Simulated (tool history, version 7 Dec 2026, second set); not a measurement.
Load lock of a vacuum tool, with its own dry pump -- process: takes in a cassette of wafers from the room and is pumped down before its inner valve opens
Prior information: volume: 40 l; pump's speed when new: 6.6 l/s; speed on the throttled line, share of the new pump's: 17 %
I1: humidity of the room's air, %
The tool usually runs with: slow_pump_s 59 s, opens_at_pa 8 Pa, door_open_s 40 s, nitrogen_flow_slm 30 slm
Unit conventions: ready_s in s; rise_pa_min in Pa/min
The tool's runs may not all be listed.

{"run": 1, "hour": 0.0, "slow_pump_s": 59, "opens_at_pa": 8, "door_open_s": 40, "nitrogen_flow_slm": 30, "I1": 46.3, "ready_s": 112.1, "rise_pa_min": 0.119}
{"run": 2, "hour": 242.5, "slow_pump_s": 59, "opens_at_pa": 8, "door_open_s": 40, "nitrogen_flow_slm": 30, "I1": 46.1, "ready_s": 112.5, "rise_pa_min": 0.129}
{"run": 3, "hour": 456.8, "slow_pump_s": 59, "opens_at_pa": 8, "door_open_s": 40, "nitrogen_flow_slm": 30, "I1": 43.3, "ready_s": 112.1, "rise_pa_min": 0.132}
{"run": 4, "hour": 739.0, "slow_pump_s": 59, "opens_at_pa": 7, "door_open_s": 40, "nitrogen_flow_slm": 30, "I1": 42.0, "ready_s": 115.5, "rise_pa_min": 0.14}
{"run": 5, "hour": 868.4, "slow_pump_s": 59, "opens_at_pa": 7, "door_open_s": 40, "nitrogen_flow_slm": 30, "I1": 42.0, "ready_s": 115.2, "rise_pa_min": 0.139}
{"run": 6, "hour": 1138.9, "slow_pump_s": 59, "opens_at_pa": 7, "door_open_s": 40, "nitrogen_flow_slm": 30, "I1": 45.3, "ready_s": 114.5, "rise_pa_min": 0.15}
{"run": 7, "hour": 1274.1, "slow_pump_s": 59, "opens_at_pa": 7, "door_open_s": 40, "nitrogen_flow_slm": 30, "I1": 46.2, "ready_s": 113.7, "rise_pa_min": 0.159}
{"run": 8, "hour": 1461.0, "slow_pump_s": 59, "opens_at_pa": 12, "door_open_s": 40, "nitrogen_flow_slm": 30, "I1": 43.5, "ready_s": 111.5, "rise_pa_min": 0.154}
{"run": 9, "hour": 1702.8, "slow_pump_s": 59, "opens_at_pa": 12, "door_open_s": 40, "nitrogen_flow_slm": 30, "I1": 45.1, "ready_s": 111.2, "rise_pa_min": 0.166}
{"run": 10, "hour": 1938.4, "slow_pump_s": 59, "opens_at_pa": 8, "door_open_s": 145, "nitrogen_flow_slm": 30, "I1": 40.4, "ready_s": 114.4, "rise_pa_min": 0.186}
{"run": 11, "hour": 2213.9, "slow_pump_s": 59, "opens_at_pa": 8, "door_open_s": 145, "nitrogen_flow_slm": 30, "I1": 46.3, "ready_s": 114.3, "rise_pa_min": 0.196}
{"run": 12, "hour": 2454.2, "slow_pump_s": 59, "opens_at_pa": 8, "door_open_s": 40, "nitrogen_flow_slm": 30, "I1": 40.5, "ready_s": 115.5, "rise_pa_min": 0.189}
{"run": 13, "hour": 2697.3, "slow_pump_s": 59, "opens_at_pa": 8, "door_open_s": 40, "nitrogen_flow_slm": 30, "I1": 46.2, "ready_s": 115.6, "rise_pa_min": 0.197}
{"run": 14, "hour": 2985.1, "slow_pump_s": 59, "opens_at_pa": 8, "door_open_s": 40, "nitrogen_flow_slm": 30, "I1": 45.6, "ready_s": 115.2, "rise_pa_min": 0.211}
{"run": 15, "hour": 3190.2, "slow_pump_s": 59, "opens_at_pa": 8, "door_open_s": 40, "nitrogen_flow_slm": 30, "I1": 42.0, "ready_s": 117.2, "rise_pa_min": 0.208}
{"run": 16, "hour": 3338.8, "slow_pump_s": 59, "opens_at_pa": 8, "door_open_s": 40, "nitrogen_flow_slm": 30, "I1": 44.6, "ready_s": 115.0, "rise_pa_min": 0.216}
{"run": 17, "hour": 3509.1, "slow_pump_s": 59, "opens_at_pa": 8, "door_open_s": 40, "nitrogen_flow_slm": 30, "I1": 45.3, "ready_s": 114.9, "rise_pa_min": 0.225}
{"run": 18, "hour": 3707.9, "slow_pump_s": 59, "opens_at_pa": 8, "door_open_s": 40, "nitrogen_flow_slm": 30, "I1": 44.9, "ready_s": 115.3, "rise_pa_min": 0.218}
{"run": 19, "hour": 4013.2, "slow_pump_s": 59, "opens_at_pa": 10, "door_open_s": 40, "nitrogen_flow_slm": 19, "I1": 44.1, "ready_s": 114.7, "rise_pa_min": 0.231}
{"run": 20, "hour": 4166.1, "slow_pump_s": 85, "opens_at_pa": 8, "door_open_s": 27, "nitrogen_flow_slm": 8, "I1": 44.6, "ready_s": 138.1, "rise_pa_min": 0.246}
{"run": 21, "hour": 4409.0, "slow_pump_s": 59, "opens_at_pa": 14, "door_open_s": 104, "nitrogen_flow_slm": 30, "I1": 43.2, "ready_s": 113.3, "rise_pa_min": 0.256}
{"run": 22, "hour": 4706.7, "slow_pump_s": 59, "opens_at_pa": 14, "door_open_s": 48, "nitrogen_flow_slm": 20, "I1": 47.1, "ready_s": 113.2, "rise_pa_min": 0.261}
{"run": 23, "hour": 4983.2, "slow_pump_s": 98, "opens_at_pa": 15, "door_open_s": 40, "nitrogen_flow_slm": 30, "I1": 48.8, "ready_s": 143.4, "rise_pa_min": 0.268}
{"run": 24, "hour": 5149.7, "slow_pump_s": 67, "opens_at_pa": 8, "door_open_s": 40, "nitrogen_flow_slm": 16, "I1": 46.2, "ready_s": 124.5, "rise_pa_min": 0.283}
{"run": 25, "hour": 5377.7, "slow_pump_s": 32, "opens_at_pa": 6, "door_open_s": 115, "nitrogen_flow_slm": 11, "I1": 41.2, "ready_s": 98.8, "rise_pa_min": 0.303}
{"run": 26, "hour": 5574.8, "slow_pump_s": 32, "opens_at_pa": 6, "door_open_s": 115, "nitrogen_flow_slm": 11, "I1": 47.2, "ready_s": 99.7, "rise_pa_min": 0.313}
{"run": 27, "hour": 5885.9, "slow_pump_s": 105, "opens_at_pa": 6, "door_open_s": 95, "nitrogen_flow_slm": 30, "I1": 44.5, "ready_s": 157.2, "rise_pa_min": 0.304}
{"hour": 5973.0, "done": "dry pump taken out, an overhauled one fitted"}
{"run": 28, "hour": 6031.6, "slow_pump_s": 59, "opens_at_pa": 9, "door_open_s": 158, "nitrogen_flow_slm": 30, "I1": 48.0, "ready_s": 105.7, "rise_pa_min": 0.323}
{"run": 29, "hour": 6310.2, "slow_pump_s": 39, "opens_at_pa": 11, "door_open_s": 34, "nitrogen_flow_slm": 30, "I1": 43.3, "ready_s": 87.9, "rise_pa_min": 0.311}
{"run": 30, "hour": 6595.5, "slow_pump_s": 75, "opens_at_pa": 10, "door_open_s": 160, "nitrogen_flow_slm": 6, "I1": 45.1, "ready_s": 118.1, "rise_pa_min": 0.363}
{"run": 31, "hour": 6860.1, "slow_pump_s": 41, "opens_at_pa": 8, "door_open_s": 40, "nitrogen_flow_slm": 8, "I1": 44.9, "ready_s": 91.1, "rise_pa_min": 0.359}
{"run": 32, "hour": 7140.5, "slow_pump_s": 45, "opens_at_pa": 8, "door_open_s": 31, "nitrogen_flow_slm": 30, "I1": 41.4, "ready_s": 96.3, "rise_pa_min": 0.341}
{"run": 33, "hour": 7422.1, "slow_pump_s": 33, "opens_at_pa": 13, "door_open_s": 34, "nitrogen_flow_slm": 15, "I1": 44.8, "ready_s": 81.8, "rise_pa_min": 0.365}
{"run": 34, "hour": 7565.5, "slow_pump_s": 33, "opens_at_pa": 13, "door_open_s": 34, "nitrogen_flow_slm": 15, "I1": 39.0, "ready_s": 82.7, "rise_pa_min": 0.363}
{"run": 35, "hour": 7793.0, "slow_pump_s": 33, "opens_at_pa": 13, "door_open_s": 34, "nitrogen_flow_slm": 15, "I1": 43.3, "ready_s": 82.2, "rise_pa_min": 0.384}
{"run": 36, "hour": 7959.7, "slow_pump_s": 33, "opens_at_pa": 13, "door_open_s": 34, "nitrogen_flow_slm": 15, "I1": 46.2, "ready_s": 83.4, "rise_pa_min": 0.406}

For some of the steps in ready_s from one run to the next: how much would appear even if the tool had no hidden state, given the settings, what came in and random variation, and how much remains for the hidden state plus any gauge scatter that the measured result and the result without hidden state don't share?
What the log doesn't record here: pump's speed, % of a new pump's; leak at the door's seal, Pa l/s; drift of the gauge itself on ready_s, %; drift of the gauge itself on rise_pa_min, %.
Run 22 -> 23: slow_pump_s 59 -> 98, opens_at_pa 14 -> 15, door_open_s 48 -> 40, nitrogen_flow_slm 20 -> 30. ready_s +30.2 s: hidden state -1.5, all else +31.7.
Run 23 -> 24: slow_pump_s 98 -> 67, opens_at_pa 15 -> 8, nitrogen_flow_slm 30 -> 16. ready_s -18.9 s: hidden state +2.7, all else -21.6.
Run 26 -> 27: slow_pump_s 32 -> 105, door_open_s 115 -> 95, nitrogen_flow_slm 11 -> 30. ready_s +57.5 s: hidden state -3.0, all else +60.5.
Run 27 -> 28: slow_pump_s 105 -> 59, opens_at_pa 6 -> 9, door_open_s 95 -> 158, dry pump taken out, an overhauled one fitted. ready_s -51.5 s: hidden state -11.4, all else -40.1.
